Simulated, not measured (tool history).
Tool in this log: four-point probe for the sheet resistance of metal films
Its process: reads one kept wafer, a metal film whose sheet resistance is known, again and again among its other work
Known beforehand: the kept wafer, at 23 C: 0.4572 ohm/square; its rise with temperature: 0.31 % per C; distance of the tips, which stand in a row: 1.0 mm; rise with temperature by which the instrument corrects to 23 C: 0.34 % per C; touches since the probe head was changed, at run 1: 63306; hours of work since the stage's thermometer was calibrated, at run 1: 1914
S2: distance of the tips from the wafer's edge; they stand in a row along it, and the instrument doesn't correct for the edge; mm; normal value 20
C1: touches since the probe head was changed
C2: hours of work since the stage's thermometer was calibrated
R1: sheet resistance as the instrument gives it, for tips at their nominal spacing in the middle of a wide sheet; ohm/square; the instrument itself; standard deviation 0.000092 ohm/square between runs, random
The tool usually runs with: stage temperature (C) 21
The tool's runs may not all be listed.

run 1 day=0 | stage_temperature_(C)=21 S2=20 | C1=63306 C2=1914 | R1=0.461642
run 2 day=2.717 | stage_temperature_(C)=21 S2=20 | C1=64903 C2=1949 | R1=0.461777
run 3 day=7.858 | stage_temperature_(C)=23 S2=20 | C1=67924 C2=2016 | R1=0.461537
run 4 day=10.942 | stage_temperature_(C)=23 S2=20 | C1=69734 C2=2055 | R1=0.461592
run 5 day=13.858 | stage_temperature_(C)=21 S2=20 | C1=71448 C2=2093 | R1=0.461741
run 6 day=18.221 | stage_temperature_(C)=21 S2=20 | C1=74013 C2=2150 | R1=0.461939
run 7 day=23.412 | stage_temperature_(C)=21 S2=20 | C1=77062 C2=2217 | R1=0.461997
run 8 day=27.917 | stage_temperature_(C)=21 S2=20 | C1=79708 C2=2275 | R1=0.462276
run 9 day=32.8 | stage_temperature_(C)=18 S2=20 | C1=82577 C2=2338 | R1=0.462662
run 10 day=37.217 | stage_temperature_(C)=21 S2=20 | C1=85173 C2=2395 | R1=0.462218
run 11 day=41.908 | stage_temperature_(C)=21 S2=20 | C1=87930 C2=2456 | R1=0.462333
run 12 day=47.25 | stage_temperature_(C)=21 S2=20 | C1=91069 C2=2525 | R1=0.462453
run 13 day=49.638 | stage_temperature_(C)=21 S2=8 | C1=92470 C2=2555 | R1=0.465796
-- day=53.325 stage's thermometer calibrated
run 14 day=54.838 | stage_temperature_(C)=21 S2=71 | C1=95514 C2=20 | R1=0.462523
run 15 day=59.875 | stage_temperature_(C)=29 S2=20 | C1=98473 C2=85 | R1=0.462271
run 16 day=64.533 | stage_temperature_(C)=29 S2=10 | C1=101209 C2=145 | R1=0.464252
run 17 day=67.396 | stage_temperature_(C)=29 S2=10 | C1=102892 C2=182 | R1=0.464037
run 18 day=70.375 | stage_temperature_(C)=29 S2=10 | C1=104642 C2=220 | R1=0.464197
run 19 day=75.396 | stage_temperature_(C)=29 S2=62 | C1=107592 C2=285 | R1=0.461973
-- day=77.862 stage's thermometer calibrated, once more
run 20 day=80.092 | stage_temperature_(C)=32 S2=10 | C1=110339 C2=29 | R1=0.462223
run 21 day=82.571 | stage_temperature_(C)=32 S2=10 | C1=111795 C2=61 | R1=0.462221
run 22 day=87.296 | stage_temperature_(C)=20 S2=8 | C1=114573 C2=122 | R1=0.464982
run 23 day=92.696 | stage_temperature_(C)=24 S2=3 | C1=117746 C2=192 | R1=0.486612
run 24 day=95.5 | stage_temperature_(C)=35 S2=7 | C1=119393 C2=228 | R1=0.464602

What will run 25 give?
run 25 day=98.879 | stage_temperature_(C)=19 S2=18 | C1=121378 C2=272 | R1=?

R1: 0.462186 ohm/square
With the hidden condition absent and the run-to-run variation left alone, this run would have shown R1 0.458455 ohm/square.
